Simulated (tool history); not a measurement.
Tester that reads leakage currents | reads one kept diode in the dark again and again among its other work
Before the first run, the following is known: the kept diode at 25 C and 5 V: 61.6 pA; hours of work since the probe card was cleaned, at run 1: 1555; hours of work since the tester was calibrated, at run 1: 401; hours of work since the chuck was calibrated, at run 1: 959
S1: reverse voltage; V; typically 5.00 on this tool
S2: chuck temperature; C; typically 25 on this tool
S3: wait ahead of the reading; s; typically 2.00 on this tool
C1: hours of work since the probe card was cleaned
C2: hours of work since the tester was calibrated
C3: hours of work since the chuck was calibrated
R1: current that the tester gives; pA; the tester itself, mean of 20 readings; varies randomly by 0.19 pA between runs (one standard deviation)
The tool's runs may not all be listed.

run 1 hour=0.0 | S1=5.00 S2=25 S3=2.00 | C1=1555 C2=401 C3=959 | R1=70.23
run 2 hour=68.8 | S1=5.00 S2=25 S3=2.00 | C1=1585 C2=430 C3=989 | R1=70.53
run 3 hour=134.8 | S1=5.00 S2=25 S3=2.00 | C1=1614 C2=459 C3=1017 | R1=70.69
run 4 hour=187.4 | S1=5.00 S2=28 S3=2.00 | C1=1636 C2=482 C3=1040 | R1=86.18
run 5 hour=256.2 | S1=5.00 S2=24 S3=2.00 | C1=1666 C2=511 C3=1070 | R1=66.27
run 6 hour=303.1 | S1=5.00 S2=24 S3=2.00 | C1=1686 C2=532 C3=1090 | R1=66.37
run 7 hour=370.3 | S1=5.00 S2=25 S3=2.00 | C1=1716 C2=561 C3=1119 | R1=71.34
run 8 hour=452.8 | S1=5.00 S2=25 S3=2.00 | C1=1751 C2=596 C3=1155 | R1=71.68
run 9 hour=504.6 | S1=5.00 S2=25 S3=2.00 | C1=1774 C2=619 C3=1177 | R1=71.40
-- hour=539.7 probe card cleaned and baked
run 10 hour=579.8 | S1=5.00 S2=25 S3=2.00 | C1=17 C2=650 C3=1208 | R1=64.51
run 11 hour=631.5 | S1=5.00 S2=25 S3=2.00 | C1=40 C2=672 C3=1231 | R1=64.31
run 12 hour=674.7 | S1=5.00 S2=25 S3=2.00 | C1=58 C2=691 C3=1249 | R1=64.46
run 13 hour=740.8 | S1=1.11 S2=25 S3=2.00 | C1=87 C2=720 C3=1278 | R1=28.55
run 14 hour=811.1 | S1=1.11 S2=25 S3=2.00 | C1=117 C2=750 C3=1308 | R1=28.80
run 15 hour=887.7 | S1=1.11 S2=25 S3=2.00 | C1=151 C2=783 C3=1342 | R1=28.90
-- hour=897.0 chuck's temperature calibrated
run 16 hour=952.9 | S1=1.11 S2=25 S3=2.00 | C1=178 C2=811 C3=24 | R1=29.53
run 17 hour=990.7 | S1=1.29 S2=25 S3=2.00 | C1=194 C2=827 C3=41 | R1=32.08
run 18 hour=1027.0 | S1=1.29 S2=30 S3=2.00 | C1=210 C2=843 C3=56 | R1=45.96
run 19 hour=1095.8 | S1=5.00 S2=25 S3=2.00 | C1=240 C2=873 C3=86 | R1=66.97
run 20 hour=1135.2 | S1=5.00 S2=25 S3=2.00 | C1=257 C2=890 C3=103 | R1=67.03
run 21 hour=1173.6 | S1=5.00 S2=25 S3=2.00 | C1=273 C2=906 C3=120 | R1=67.41
run 22 hour=1250.0 | S1=3.21 S2=25 S3=1.03 | C1=307 C2=939 C3=153 | R1=53.05
run 23 hour=1316.9 | S1=3.21 S2=25 S3=1.03 | C1=335 C2=968 C3=182 | R1=52.96
run 24 hour=1354.8 | S1=13.23 S2=24 S3=1.13 | C1=352 C2=985 C3=198 | R1=107.97
-- hour=1384.0 chuck's temperature calibrated, once more
run 25 hour=1410.5 | S1=13.65 S2=28 S3=5.12 | C1=375 C2=1008 C3=11 | R1=138.00
run 26 hour=1462.6 | S1=2.44 S2=50 S3=3.12 | C1=398 C2=1030 C3=34 | R1=235.89
run 27 hour=1522.2 | S1=11.95 S2=25 S3=2.00 | C1=423 C2=1056 C3=60 | R1=104.27
run 28 hour=1592.4 | S1=2.56 S2=56 S3=0.52 | C1=454 C2=1087 C3=90 | R1=354.41
run 29 hour=1650.1 | S1=13.32 S2=56 S3=0.38 | C1=479 C2=1112 C3=115 | R1=859.18
run 30 hour=1725.6 | S1=4.27 S2=44 S3=2.53 | C1=511 C2=1144 C3=148 | R1=218.02
run 31 hour=1773.4 | S1=4.27 S2=44 S3=2.53 | C1=532 C2=1165 C3=168 | R1=218.98
run 32 hour=1826.6 | S1=11.75 S2=44 S3=6.32 | C1=555 C2=1188 C3=191 | R1=379.82
run 33 hour=1899.6 | S1=9.79 S2=50 S3=1.82 | C1=587 C2=1219 C3=223 | R1=505.98
run 34 hour=1935.9 | S1=9.79 S2=50 S3=1.82 | C1=602 C2=1235 C3=239 | R1=505.81
run 35 hour=2009.8 | S1=1.19 S2=21 S3=5.75 | C1=634 C2=1267 C3=271 | R1=22.03
run 36 hour=2073.3 | S1=4.70 S2=21 S3=8.17 | C1=662 C2=1295 C3=298 | R1=47.37
run 37 hour=2149.2 | S1=4.70 S2=21 S3=8.17 | C1=695 C2=1327 C3=331 | R1=47.46
run 38 hour=2193.2 | S1=4.70 S2=37 S3=1.00 | C1=714 C2=1347 C3=350 | R1=146.18
run 39 hour=2230.3 | S1=4.70 S2=37 S3=1.00 | C1=730 C2=1363 C3=366 | R1=147.37
run 40 hour=2282.4 | S1=4.70 S2=37 S3=1.00 | C1=752 C2=1385 C3=389 | R1=146.78

Here are 4 independent what-if runs from the current tool condition. What would each one return?
run A hour=2326.0 | S1=1.15 S2=20 S3=1.77 | C1=771 C2=1404 C3=408 | R1=?
run B hour=2326.0 | S1=4.20 S2=47 S3=1.00 | C1=771 C2=1404 C3=408 | R1=?
run C hour=2326.0 | S1=1.39 S2=35 S3=1.00 | C1=771 C2=1404 C3=408 | R1=?
run D hour=2326.0 | S1=2.60 S2=37 S3=1.25 | C1=771 C2=1404 C3=408 | R1=?

run=A R1=20.44
run=B R1=265.79
run=C R1=65.99
run=D R1=106.42
Had the tool no hidden state, the same runs would have come out as:
run=A R1=19.31
run=B R1=258.32
run=C R1=63.88
run=D R1=102.79

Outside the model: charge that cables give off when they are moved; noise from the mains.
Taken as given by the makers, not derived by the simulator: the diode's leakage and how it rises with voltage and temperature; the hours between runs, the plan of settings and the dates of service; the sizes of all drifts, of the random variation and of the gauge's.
